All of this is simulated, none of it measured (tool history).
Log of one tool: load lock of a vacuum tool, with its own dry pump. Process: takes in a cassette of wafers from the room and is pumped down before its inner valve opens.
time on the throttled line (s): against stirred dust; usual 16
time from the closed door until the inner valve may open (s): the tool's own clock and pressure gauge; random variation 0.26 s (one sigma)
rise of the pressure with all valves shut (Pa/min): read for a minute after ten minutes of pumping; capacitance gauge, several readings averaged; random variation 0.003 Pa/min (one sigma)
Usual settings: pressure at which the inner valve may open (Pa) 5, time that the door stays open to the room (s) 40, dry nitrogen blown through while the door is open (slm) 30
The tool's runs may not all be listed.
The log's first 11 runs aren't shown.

run	hour	time on the throttled line (s)	pressure at which the inner valve may open (Pa)	time that the door stays open to the room (s)	dry nitrogen blown through while the door is open (slm)	hours that the pump has run since its overhaul	times that the door has closed on its seal	incoming humidity of the room's air, %	time from the closed door until the inner valve may open (s)	rise of the pressure with all valves shut (Pa/min)
12	4015.8	16	5	40	30	15774	19890	45.3	26.7	0.033
13	4473	16	5	40	30	16231	21445	47	27.5	0.03
# hour 4572.3: dry pump taken out, an overhauled one fitted
14	4941.3	16	5	69	30	369	23018	45.7	27	0.044
15	5464.6	16	5	69	30	892	24798	41.7	27.4	0.048
16	5910.2	16	5	69	30	1338	26314	45	26.6	0.048
17	6206.2	16	5	40	30	1634	27321	47.1	26.6	0.031
18	6480.1	16	5	40	30	1908	28252	46.8	26.6	0.035
19	6993.1	16	7	82	15	2421	29997	44.6	26.2	0.07
20	7432.2	16	7	82	15	2860	31491	43.7	25.9	0.07
21	7797.5	16	7	82	15	3225	32734	46.2	26.3	0.074
22	8107.9	25	7	82	40	3536	33790	45.5	33.3	0.04
23	8588.4	13	4	40	29	4016	35424	48.8	25.4	0.036
24	9064.6	13	5	40	14	4492	37044	47.7	24.8	0.047
25	9464.5	9	5	54	23	4892	38405	41.3	21.4	0.041
26	9791.4	9	5	54	23	5219	39516	46.4	21.1	0.046
27	10262.5	19	6	54	23	5690	41119	46.4	28.8	0.049
28	10617.3	16	5	40	30	6045	42326	45.1	26.8	0.032
29	10974.9	31	5	40	5	6403	43542	43.9	38.1	0.068
30	11354.1	16	8	40	30	6782	44832	45.3	25.7	0.029
31	11640.2	9	5	40	30	7068	45806	42.2	21.5	0.038
32	11929.8	15	5	68	30	7357	46791	44.8	26.4	0.047
33	12474.1	15	5	68	30	7902	48643	45.3	25.8	0.042
34	12862.5	8	5	40	37	8290	49964	49.3	20.9	0.032
35	13115.7	8	5	40	37	8543	50825	45.1	20.7	0.034
36	13514.8	8	5	40	37	8942	52183	41.4	20.8	0.033

Forecast each of these 3 alternatives for the next run:
A	14022.7	10	10	40	9	9450	53911	43.2	?	?
B	14022.7	16	6	52	30	9450	53911	42.8	?	?
C	14022.7	8	7	40	22	9450	53911	46.7	?	?

run	time from the closed door until the inner valve may open (s)	rise of the pressure with all valves shut (Pa/min)
A	21.4	0.051
B	26.4	0.04
C	20	0.05
Without the tool's hidden state the same runs would have given:
run	time from the closed door until the inner valve may open (s)	rise of the pressure with all valves shut (Pa/min)
A	21.4	0.049
B	26.4	0.038
C	20	0.048
